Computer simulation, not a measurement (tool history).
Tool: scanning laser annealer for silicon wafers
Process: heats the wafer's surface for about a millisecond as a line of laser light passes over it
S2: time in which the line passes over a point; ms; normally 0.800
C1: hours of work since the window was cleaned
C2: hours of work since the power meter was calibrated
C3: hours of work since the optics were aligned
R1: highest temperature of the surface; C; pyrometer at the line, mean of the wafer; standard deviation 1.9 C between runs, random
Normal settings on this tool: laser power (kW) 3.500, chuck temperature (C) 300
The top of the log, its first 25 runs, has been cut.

{"hour": 818.3, "done": "optics aligned, line set to its width, once more"}
{"run": 26, "hour": 819.0, "laser power (kW)": 3.5, "S2": 0.872, "chuck temperature (C)": 265, "C1": 217, "C2": 2115, "C3": 1, "R1": 1103}
{"run": 27, "hour": 843.7, "laser power (kW)": 3.5, "S2": 0.913, "chuck temperature (C)": 272, "C1": 236, "C2": 2135, "C3": 20, "R1": 1130}
{"run": 28, "hour": 874.7, "laser power (kW)": 3.5, "S2": 0.847, "chuck temperature (C)": 300, "C1": 260, "C2": 2159, "C3": 44, "R1": 1121}
{"run": 29, "hour": 919.2, "laser power (kW)": 3.5, "S2": 0.847, "chuck temperature (C)": 300, "C1": 295, "C2": 2193, "C3": 79, "R1": 1119}
{"run": 30, "hour": 959.3, "laser power (kW)": 3.355, "S2": 0.978, "chuck temperature (C)": 326, "C1": 326, "C2": 2225, "C3": 110, "R1": 1161}
{"run": 31, "hour": 1005.4, "laser power (kW)": 3.355, "S2": 0.978, "chuck temperature (C)": 326, "C1": 362, "C2": 2261, "C3": 146, "R1": 1163}
{"run": 32, "hour": 1028.1, "laser power (kW)": 3.355, "S2": 0.978, "chuck temperature (C)": 326, "C1": 380, "C2": 2278, "C3": 163, "R1": 1159}
{"hour": 1052.0, "done": "window over the wafer cleaned"}
{"run": 33, "hour": 1057.3, "laser power (kW)": 3.5, "S2": 0.991, "chuck temperature (C)": 296, "C1": 4, "C2": 2299, "C3": 185, "R1": 1200}
{"run": 34, "hour": 1098.6, "laser power (kW)": 3.5, "S2": 0.991, "chuck temperature (C)": 296, "C1": 36, "C2": 2332, "C3": 217, "R1": 1197}
{"run": 35, "hour": 1123.1, "laser power (kW)": 3.5, "S2": 0.991, "chuck temperature (C)": 296, "C1": 55, "C2": 2351, "C3": 236, "R1": 1193}

Below are 3 alternative next runs, each starting from the tool's condition after run 35. Predict each:
{"run": "A", "hour": 1165.8, "laser power (kW)": 3.403, "S2": 0.855, "chuck temperature (C)": 335, "C1": 89, "C2": 2384, "C3": 269, "R1": "?"}
{"run": "B", "hour": 1165.8, "laser power (kW)": 3.081, "S2": 0.829, "chuck temperature (C)": 300, "C1": 89, "C2": 2384, "C3": 269, "R1": "?"}
{"run": "C", "hour": 1165.8, "laser power (kW)": 3.604, "S2": 0.661, "chuck temperature (C)": 269, "C1": 89, "C2": 2384, "C3": 269, "R1": "?"}

run=A R1=1148
run=B R1=1016
run=C R1=1027
Take away the tool's hidden state, keep each run's random variation, and the runs would have read:
run=A R1=1155
run=B R1=1022
run=C R1=1034
